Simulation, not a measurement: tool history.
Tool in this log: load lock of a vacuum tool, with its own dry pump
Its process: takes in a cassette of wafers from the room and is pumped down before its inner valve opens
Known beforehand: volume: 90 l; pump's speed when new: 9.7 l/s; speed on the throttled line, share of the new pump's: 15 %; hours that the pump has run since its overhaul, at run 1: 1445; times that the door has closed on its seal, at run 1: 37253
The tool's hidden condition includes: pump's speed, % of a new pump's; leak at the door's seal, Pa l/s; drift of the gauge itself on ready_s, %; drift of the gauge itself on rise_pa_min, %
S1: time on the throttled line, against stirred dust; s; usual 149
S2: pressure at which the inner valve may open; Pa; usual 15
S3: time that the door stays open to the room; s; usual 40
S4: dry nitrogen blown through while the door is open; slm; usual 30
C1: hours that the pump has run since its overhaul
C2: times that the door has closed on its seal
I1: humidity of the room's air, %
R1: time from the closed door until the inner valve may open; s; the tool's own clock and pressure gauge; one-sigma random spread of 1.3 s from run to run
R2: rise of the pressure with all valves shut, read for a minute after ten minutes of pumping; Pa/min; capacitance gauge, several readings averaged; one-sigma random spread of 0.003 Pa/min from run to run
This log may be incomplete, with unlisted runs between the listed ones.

Run 1, hour 0: usual settings; C1 1445; C2 37253; I1 47.3. Result: R1 212.1 s, R2 0.291 Pa/min.
Run 2, hour 373.2: usual settings; C1 1818; C2 38804; I1 44.6. Result: R1 213.3 s, R2 0.31 Pa/min.
Run 3, hour 905.7: usual settings; C1 2350; C2 41015; I1 43.4. Result: R1 214.3 s, R2 0.328 Pa/min.
Run 4, hour 1295.1: usual settings; C1 2740; C2 42633; I1 45.2. Result: R1 214.1 s, R2 0.35 Pa/min.
Run 5, hour 1596.4: usual settings; C1 3041; C2 43885; I1 41.9. Result: R1 213 s, R2 0.356 Pa/min.
Run 6, hour 1965.2: usual settings but S2 12 Pa; C1 3410; C2 45417; I1 42. Result: R1 217.6 s, R2 0.375 Pa/min.
Run 7, hour 2238.3: usual settings but S2 12 Pa; C1 3683; C2 46551; I1 43.4. Result: R1 218 s, R2 0.389 Pa/min.
Run 8, hour 2758: usual settings but S2 12 Pa; C1 4203; C2 48711; I1 44. Result: R1 219.8 s, R2 0.41 Pa/min.
Run 9, hour 3195.6: usual settings but S2 12 Pa; C1 4640; C2 50528; I1 47. Result: R1 221.4 s, R2 0.434 Pa/min.
Run 10, hour 3480.7: usual settings but S3 139 s; C1 4926; C2 51713; I1 46.9. Result: R1 217.1 s, R2 0.471 Pa/min.
At hour 3695.8: door's seal changed, seat wiped.
Run 11, hour 3858.2: usual settings but S3 26 s; C1 5302; C2 675; I1 44.6. Result: R1 220.3 s, R2 0.009 Pa/min.
Run 12, hour 4108.3: usual settings but S2 28 Pa; C1 5552; C2 1714; I1 42.9. Result: R1 212.6 s, R2 0.02 Pa/min.
Run 13, hour 4392.6: usual settings but S2 28 Pa; C1 5836; C2 2895; I1 47.4. Result: R1 212.8 s, R2 0.021 Pa/min.
Run 14, hour 4696.4: usual settings but S2 28 Pa; C1 6140; C2 4157; I1 47.8. Result: R1 214.6 s, R2 0.027 Pa/min.
Run 15, hour 5034.2: usual settings but S3 38 s; C1 6478; C2 5560; I1 45.7. Result: R1 223.3 s, R2 0.03 Pa/min.
Run 16, hour 5554.9: usual settings; C1 6998; C2 7723; I1 48.2. Result: R1 221.7 s, R2 0.041 Pa/min.
Run 17, hour 6015.7: usual settings; C1 7459; C2 9638; I1 43.8. Result: R1 225.1 s, R2 0.042 Pa/min.
Run 18, hour 6609.6: usual settings; C1 8053; C2 12105; I1 44. Result: R1 226.9 s, R2 0.055 Pa/min.
Run 19, hour 7185.1: usual settings but S1 233 s, S4 11 slm; C1 8628; C2 14496; I1 47.2. Result: R1 293.6 s, R2 0.08 Pa/min.
Run 20, hour 7598.6: usual settings but S1 212 s, S2 13 Pa, S3 140 s, S4 16 slm; C1 9042; C2 16214; I1 47.3. Result: R1 280.7 s, R2 0.109 Pa/min.
Run 21, hour 7946.9: usual settings but S1 212 s, S2 13 Pa, S3 35 s, S4 29 slm; C1 9390; C2 17661; I1 45.9. Result: R1 282.5 s, R2 0.086 Pa/min.
At hour 8283.5: dry pump taken out, an overhauled one fitted.
Run 22, hour 8326.6: usual settings but S1 212 s, S2 13 Pa, S3 200 s, S4 18 slm; C1 43; C2 19213; I1 42.9. Result: R1 263.8 s, R2 0.129 Pa/min.
Run 23, hour 8936.5: usual settings but S1 212 s, S2 13 Pa, S3 200 s, S4 18 slm; C1 653; C2 21747; I1 43.5. Result: R1 261.1 s, R2 0.147 Pa/min.
Run 24, hour 9234.4: usual settings but S1 212 s, S2 28 Pa, S3 47 s, S4 18 slm; C1 951; C2 22984; I1 45.1. Result: R1 260.6 s, R2 0.128 Pa/min.
Run 25, hour 9511.3: usual settings but S1 252 s, S2 28 Pa, S4 11 slm; C1 1228; C2 24135; I1 43.3. Result: R1 295.1 s, R2 0.132 Pa/min.
Run 26, hour 9936.6: usual settings but S3 137 s; C1 1653; C2 25902; I1 48.8. Result: R1 214.2 s, R2 0.147 Pa/min.
Run 27, hour 10348.8: usual settings but S3 137 s; C1 2065; C2 27614; I1 45.2. Result: R1 212.9 s, R2 0.159 Pa/min.
Run 28, hour 10932.3: usual settings but S3 29 s; C1 2649; C2 30038; I1 42.5. Result: R1 216.1 s, R2 0.164 Pa/min.
Run 29, hour 11430.2: usual settings but S2 26 Pa, S3 29 s; C1 3147; C2 32107; I1 42.7. Result: R1 209.7 s, R2 0.189 Pa/min.
Run 30, hour 11805.9: usual settings but S2 18 Pa, S3 48 s; C1 3522; C2 33667; I1 45.9. Result: R1 211.3 s, R2 0.199 Pa/min.
Run 31, hour 12113.8: usual settings but S1 254 s, S3 100 s; C1 3830; C2 34946; I1 45.2. Result: R1 305.1 s, R2 0.22 Pa/min.
Run 32, hour 12527.1: usual settings but S1 132 s, S4 5 slm; C1 4244; C2 36663; I1 43.7. Result: R1 203.9 s, R2 0.248 Pa/min.
Run 33, hour 12957.4: usual settings but S1 108 s, S2 16 Pa, S3 105 s, S4 6 slm; C1 4674; C2 38451; I1 45.6. Result: R1 182.8 s, R2 0.29 Pa/min.

3 ways to go on from here, each from the tool as it stands after run 33. What would each give?
Run A, hour 13266.5: usual settings but S1 108 s, S2 18 Pa, S3 105 s, S4 41 slm; C1 4983; C2 39735; I1 44.9. Result: R1 ?, R2 ?.
Run B, hour 13266.5: usual settings but S2 12 Pa; C1 4983; C2 39735; I1 42.6. Result: R1 ?, R2 ?.
Run C, hour 13266.5: usual settings but S2 11 Pa, S3 62 s, S4 6 slm; C1 4983; C2 39735; I1 44.4. Result: R1 ?, R2 ?.

run     R1     R2
  A  184.5  0.259
  B  221.3  0.256
  C    222  0.278
Stripped of hidden state, with their random variation kept, the same runs would have yielded:
run     R1     R2
  A  173.3  0.018
  B  210.7  0.018
  C  211.1  0.037
